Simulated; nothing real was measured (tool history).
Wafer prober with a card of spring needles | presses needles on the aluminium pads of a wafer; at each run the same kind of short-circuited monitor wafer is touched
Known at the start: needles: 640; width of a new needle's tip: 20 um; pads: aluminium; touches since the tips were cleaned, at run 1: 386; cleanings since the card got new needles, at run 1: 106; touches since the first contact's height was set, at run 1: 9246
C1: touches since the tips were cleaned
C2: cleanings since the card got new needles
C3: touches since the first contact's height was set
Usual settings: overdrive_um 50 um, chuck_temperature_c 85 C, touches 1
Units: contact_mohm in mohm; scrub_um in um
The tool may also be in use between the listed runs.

run 1 day=0.000 | overdrive_um=50 chuck_temperature_c=85 touches=1 | C1=386 C2=106 C3=9246 | contact_mohm=252 scrub_um=12.90
-- day=0.583 tips cleaned on abrasive film
-- day=1.162 tips cleaned on abrasive film
run 2 day=1.367 | overdrive_um=50 chuck_temperature_c=85 touches=1 | C1=2068 C2=108 C3=23030 | contact_mohm=254 scrub_um=12.89
-- day=1.738 tips cleaned on abrasive film
-- day=2.271 tips cleaned on abrasive film
run 3 day=2.596 | overdrive_um=50 chuck_temperature_c=85 touches=1 | C1=3293 C2=110 C3=35384 | contact_mohm=258 scrub_um=12.93
-- day=2.796 tips cleaned on abrasive film
-- day=3.300 tips cleaned on abrasive film
-- day=3.862 tips cleaned on abrasive film
run 4 day=4.079 | overdrive_um=50 chuck_temperature_c=109 touches=1 | C1=2218 C2=113 C3=50336 | contact_mohm=261 scrub_um=12.91
-- day=4.408 tips cleaned on abrasive film
-- day=4.971 tips cleaned on abrasive film
run 5 day=5.058 | overdrive_um=50 chuck_temperature_c=85 touches=1 | C1=861 C2=115 C3=60164 | contact_mohm=255 scrub_um=12.88
-- day=5.562 tips cleaned on abrasive film
-- day=6.133 tips cleaned on abrasive film
run 6 day=6.558 | overdrive_um=51 chuck_temperature_c=85 touches=1 | C1=4315 C2=117 C3=75319 | contact_mohm=258 scrub_um=13.20
-- day=6.671 tips cleaned on abrasive film
-- day=7.242 tips cleaned on abrasive film
run 7 day=7.617 | overdrive_um=51 chuck_temperature_c=85 touches=1 | C1=3796 C2=119 C3=85931 | contact_mohm=257 scrub_um=13.18
-- day=7.792 tips cleaned on abrasive film
-- day=7.804 height of the first contact set anew
-- day=8.400 tips cleaned on abrasive film
-- day=8.933 tips cleaned on abrasive film
run 8 day=9.096 | overdrive_um=51 chuck_temperature_c=85 touches=1 | C1=1623 C2=122 C3=12997 | contact_mohm=257 scrub_um=13.15
-- day=9.442 tips cleaned on abrasive film
run 9 day=9.875 | overdrive_um=51 chuck_temperature_c=85 touches=1 | C1=4396 C2=123 C3=20887 | contact_mohm=253 scrub_um=13.17
-- day=10.004 tips cleaned on abrasive film
-- day=10.567 tips cleaned on abrasive film
-- day=11.108 tips cleaned on abrasive film
run 10 day=11.108 | overdrive_um=51 chuck_temperature_c=85 touches=1 | C1=0 C2=126 C3=33262 | contact_mohm=256 scrub_um=13.11
-- day=11.658 tips cleaned on abrasive film
run 11 day=11.825 | overdrive_um=51 chuck_temperature_c=85 touches=1 | C1=1669 C2=127 C3=40470 | contact_mohm=250 scrub_um=13.08
-- day=12.267 tips cleaned on abrasive film
-- day=12.829 tips cleaned on abrasive film
run 12 day=12.862 | overdrive_um=50 chuck_temperature_c=85 touches=1 | C1=357 C2=129 C3=50931 | contact_mohm=256 scrub_um=12.92
-- day=13.375 tips cleaned on abrasive film
-- day=13.946 tips cleaned on abrasive film
run 13 day=14.121 | overdrive_um=50 chuck_temperature_c=34 touches=1 | C1=1767 C2=131 C3=63594 | contact_mohm=241 scrub_um=12.86
-- day=14.571 tips cleaned on abrasive film
-- day=15.188 tips cleaned on abrasive film
-- day=15.746 tips cleaned on abrasive film
run 14 day=15.746 | overdrive_um=50 chuck_temperature_c=34 touches=1 | C1=0 C2=134 C3=79940 | contact_mohm=241 scrub_um=12.92
-- day=16.262 tips cleaned on abrasive film
-- day=16.592 height of the first contact set anew
-- day=16.812 tips cleaned on abrasive film
run 15 day=17.254 | overdrive_um=50 chuck_temperature_c=72 touches=1 | C1=4490 C2=136 C3=6671 | contact_mohm=251 scrub_um=12.86
-- day=17.383 tips cleaned on abrasive film
-- day=17.933 tips cleaned on abrasive film
-- day=18.450 tips cleaned on abrasive film
run 16 day=18.479 | overdrive_um=66 chuck_temperature_c=85 touches=3 | C1=316 C2=139 C3=18975 | contact_mohm=247 scrub_um=17.00
-- day=18.983 tips cleaned on abrasive film
run 17 day=19.258 | overdrive_um=30 chuck_temperature_c=83 touches=1 | C1=2817 C2=140 C3=26848 | contact_mohm=267 scrub_um=7.77
-- day=19.492 tips cleaned on abrasive film
-- day=20.058 tips cleaned on abrasive film
run 18 day=20.512 | overdrive_um=66 chuck_temperature_c=85 touches=2 | C1=4613 C2=142 C3=39482 | contact_mohm=256 scrub_um=16.99
-- day=20.629 tips cleaned on abrasive film
-- day=21.188 tips cleaned on abrasive film
-- day=21.712 tips cleaned on abrasive film
run 19 day=22.158 | overdrive_um=66 chuck_temperature_c=85 touches=2 | C1=4507 C2=145 C3=56017 | contact_mohm=252 scrub_um=17.02
-- day=22.283 tips cleaned on abrasive film
-- day=22.829 tips cleaned on abrasive film
-- day=23.367 tips cleaned on abrasive film
run 20 day=23.708 | overdrive_um=66 chuck_temperature_c=85 touches=2 | C1=3486 C2=148 C3=71648 | contact_mohm=251 scrub_um=17.05
-- day=23.892 tips cleaned on abrasive film
-- day=24.467 tips cleaned on abrasive film
-- day=25.092 tips cleaned on abrasive film
run 21 day=25.154 | overdrive_um=69 chuck_temperature_c=40 touches=2 | C1=603 C2=151 C3=86155 | contact_mohm=240 scrub_um=17.75
-- day=25.417 height of the first contact set anew
-- day=25.654 tips cleaned on abrasive film
-- day=26.229 tips cleaned on abrasive film
-- day=26.738 tips cleaned on abrasive film
run 22 day=26.738 | overdrive_um=36 chuck_temperature_c=40 touches=1 | C1=0 C2=154 C3=13279 | contact_mohm=245 scrub_um=9.28
-- day=27.338 tips cleaned on abrasive film
run 23 day=27.421 | overdrive_um=36 chuck_temperature_c=40 touches=1 | C1=838 C2=155 C3=20174 | contact_mohm=247 scrub_um=9.28
-- day=27.904 tips cleaned on abrasive film
run 24 day=28.358 | overdrive_um=54 chuck_temperature_c=85 touches=1 | C1=4617 C2=156 C3=29634 | contact_mohm=251 scrub_um=13.98
-- day=28.454 tips cleaned on abrasive film
-- day=28.967 tips cleaned on abrasive film
-- day=29.500 tips cleaned on abrasive film
run 25 day=29.762 | overdrive_um=49 chuck_temperature_c=32 touches=2 | C1=2638 C2=159 C3=43737 | contact_mohm=240 scrub_um=12.67
-- day=30.046 tips cleaned on abrasive film
-- day=30.592 tips cleaned on abrasive film
-- day=31.192 tips cleaned on abrasive film
run 26 day=31.200 | overdrive_um=50 chuck_temperature_c=85 touches=2 | C1=96 C2=162 C3=58213 | contact_mohm=253 scrub_um=12.88
-- day=31.775 tips cleaned on abrasive film
-- day=32.317 tips cleaned on abrasive film
run 27 day=32.604 | overdrive_um=68 chuck_temperature_c=28 touches=2 | C1=2937 C2=164 C3=72376 | contact_mohm=236 scrub_um=17.55
-- day=32.858 tips cleaned on abrasive film
-- day=33.388 tips cleaned on abrasive film
-- day=33.929 tips cleaned on abrasive film
run 28 day=33.929 | overdrive_um=49 chuck_temperature_c=26 touches=1 | C1=0 C2=167 C3=85697 | contact_mohm=238 scrub_um=12.60
-- day=34.162 height of the first contact set anew
-- day=34.450 tips cleaned on abrasive film
-- day=35.012 tips cleaned on abrasive film
run 29 day=35.117 | overdrive_um=49 chuck_temperature_c=26 touches=1 | C1=1072 C2=169 C3=9604 | contact_mohm=239 scrub_um=12.62

4 ways to go on from here, each from the tool as it stands after run 29. What would each give?
-- day=35.604 tips cleaned on abrasive film
run A day=35.962 | overdrive_um=50 chuck_temperature_c=85 touches=2 | C1=3654 C2=170 C3=18148 | contact_mohm=? scrub_um=?
-- day=35.604 tips cleaned on abrasive film
run B day=35.962 | overdrive_um=32 chuck_temperature_c=76 touches=2 | C1=3654 C2=170 C3=18148 | contact_mohm=? scrub_um=?
-- day=35.604 tips cleaned on abrasive film
run C day=35.962 | overdrive_um=39 chuck_temperature_c=26 touches=2 | C1=3654 C2=170 C3=18148 | contact_mohm=? scrub_um=?
-- day=35.604 tips cleaned on abrasive film
run D day=35.962 | overdrive_um=50 chuck_temperature_c=85 touches=2 | C1=3654 C2=170 C3=18148 | contact_mohm=? scrub_um=?

run=A contact_mohm=256 scrub_um=12.89
run=B contact_mohm=262 scrub_um=8.26
run=C contact_mohm=239 scrub_um=10.07
run=D contact_mohm=255 scrub_um=12.89
Without the tool's hidden state the same runs would have given:
run=A contact_mohm=256 scrub_um=12.89
run=B contact_mohm=261 scrub_um=8.26
run=C contact_mohm=239 scrub_um=10.07
run=D contact_mohm=255 scrub_um=12.89
